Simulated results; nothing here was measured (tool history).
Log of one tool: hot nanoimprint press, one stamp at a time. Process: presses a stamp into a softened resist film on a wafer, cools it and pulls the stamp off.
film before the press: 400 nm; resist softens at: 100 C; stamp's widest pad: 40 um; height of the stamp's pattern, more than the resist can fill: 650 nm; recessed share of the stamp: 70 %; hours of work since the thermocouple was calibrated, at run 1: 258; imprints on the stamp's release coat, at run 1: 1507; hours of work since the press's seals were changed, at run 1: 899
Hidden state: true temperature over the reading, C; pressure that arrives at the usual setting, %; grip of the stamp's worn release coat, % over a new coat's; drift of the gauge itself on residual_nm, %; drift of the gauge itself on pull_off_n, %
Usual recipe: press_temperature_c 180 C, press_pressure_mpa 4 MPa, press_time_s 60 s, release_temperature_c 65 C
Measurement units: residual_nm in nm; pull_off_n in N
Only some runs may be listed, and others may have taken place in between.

run,hour,press_temperature_c,press_pressure_mpa,press_time_s,release_temperature_c,hours of work since the thermocouple was calibrated,imprints on the stamp's release coat,hours of work since the press's seals were changed,residual_nm,pull_off_n
1,0,180,4,60,65,258,1507,899,229,220
2,21.1,180,4,60,65,271,1580,912,230.3,223
3,43.1,180,4,60,65,283,1656,925,227.9,226
4,71.4,176,4,60,65,300,1754,942,261.9,218
5,106.5,180,4,33,65,321,1875,962,270.8,220
# hour 117.8: stamp cleaned and given a new release coat
6,147.2,180,4,33,65,342,101,983,273.8,216
7,174.8,180,4,60,65,358,196,999,230.4,217
8,198.3,180,4,60,65,372,278,1013,230.6,215
9,221.7,180,4,60,50,386,359,1027,231.3,260
10,255.8,180,4,61,50,406,476,1047,227.6,265
# hour 284.4: press's hydraulic seals changed and the load cell set to zero
11,288.8,180,4.06,61,50,421,563,3,227.1,268
# hour 294.5: plate thermocouple calibrated
12,308.1,182,4.06,61,50,8,619,12,212.9,260
13,327.7,182,4.06,61,50,20,687,24,212.3,263
14,365.8,182,4.06,61,50,42,819,46,213.2,263
15,392.8,180,6.18,60,51,58,912,62,193.2,254
16,419,180,6.18,60,51,74,1002,78,191.9,250
17,441.3,190,3.12,117,68,87,1079,91,136.9,207

Run 18, settings as shown, results not yet in. Your forecast:
18,461.8,180,6.08,60,65,99,1151,103,?,?

residual_nm: 196.5 nm
pull_off_n: 221 N
If the tool had no hidden condition, the same run with the same run-to-run variation would have returned residual_nm 196.3 nm, pull_off_n 221 N.
